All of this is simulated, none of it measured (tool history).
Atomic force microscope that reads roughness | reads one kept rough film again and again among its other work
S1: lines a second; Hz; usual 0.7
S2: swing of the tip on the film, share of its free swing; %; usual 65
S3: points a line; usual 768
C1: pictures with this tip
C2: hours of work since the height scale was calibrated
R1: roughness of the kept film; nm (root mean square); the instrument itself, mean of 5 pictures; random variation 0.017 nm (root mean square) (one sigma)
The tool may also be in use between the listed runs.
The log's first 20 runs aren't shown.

{"day": 31.588, "done": "new tip fitted"}
{"run": 21, "day": 31.588, "S1": 0.923, "S2": 87, "S3": 768, "C1": 0, "C2": 108, "R1": 3.587}
{"run": 22, "day": 32.667, "S1": 2.11, "S2": 65, "S3": 283, "C1": 61, "C2": 127, "R1": 3.217}
{"run": 23, "day": 34.608, "S1": 1.735, "S2": 62, "S3": 961, "C1": 171, "C2": 161, "R1": 2.825}
{"run": 24, "day": 36.267, "S1": 0.788, "S2": 57, "S3": 711, "C1": 265, "C2": 190, "R1": 2.569}
{"day": 36.471, "done": "new tip fitted"}
{"run": 25, "day": 37.542, "S1": 3.516, "S2": 65, "S3": 268, "C1": 60, "C2": 212, "R1": 3.119}
{"run": 26, "day": 38.738, "S1": 0.746, "S2": 61, "S3": 769, "C1": 128, "C2": 233, "R1": 3.163}
{"run": 27, "day": 40.596, "S1": 0.746, "S2": 61, "S3": 769, "C1": 234, "C2": 265, "R1": 2.691}
{"day": 41.196, "done": "new tip fitted"}
{"run": 28, "day": 41.712, "S1": 0.746, "S2": 61, "S3": 769, "C1": 29, "C2": 285, "R1": 3.74}
{"run": 29, "day": 43.762, "S1": 0.746, "S2": 61, "S3": 769, "C1": 145, "C2": 321, "R1": 3.044}
{"run": 30, "day": 45.1, "S1": 2.865, "S2": 79, "S3": 331, "C1": 221, "C2": 344, "R1": 2.255}
{"day": 45.946, "done": "new tip fitted"}
{"run": 31, "day": 46.317, "S1": 2.221, "S2": 79, "S3": 330, "C1": 21, "C2": 365, "R1": 3.247}

Forecast each of these 5 alternatives for the next run:
{"run": "A", "day": 47.162, "S1": 0.79, "S2": 79, "S3": 330, "C1": 69, "C2": 380, "R1": "?"}
{"run": "B", "day": 47.162, "S1": 0.578, "S2": 58, "S3": 330, "C1": 69, "C2": 380, "R1": "?"}
{"run": "C", "day": 47.162, "S1": 2.221, "S2": 82, "S3": 867, "C1": 69, "C2": 380, "R1": "?"}
{"run": "D", "day": 47.162, "S1": 2.997, "S2": 84, "S3": 589, "C1": 69, "C2": 380, "R1": "?"}
{"run": "E", "day": 47.162, "S1": 0.8, "S2": 80, "S3": 458, "C1": 69, "C2": 380, "R1": "?"}

run=A R1=3.264
run=B R1=3.406
run=C R1=2.955
run=D R1=2.706
run=E R1=3.295
Without the tool's hidden state the same runs would have given:
run=A R1=3.81
run=B R1=3.975
run=C R1=3.449
run=D R1=3.159
run=E R1=3.845

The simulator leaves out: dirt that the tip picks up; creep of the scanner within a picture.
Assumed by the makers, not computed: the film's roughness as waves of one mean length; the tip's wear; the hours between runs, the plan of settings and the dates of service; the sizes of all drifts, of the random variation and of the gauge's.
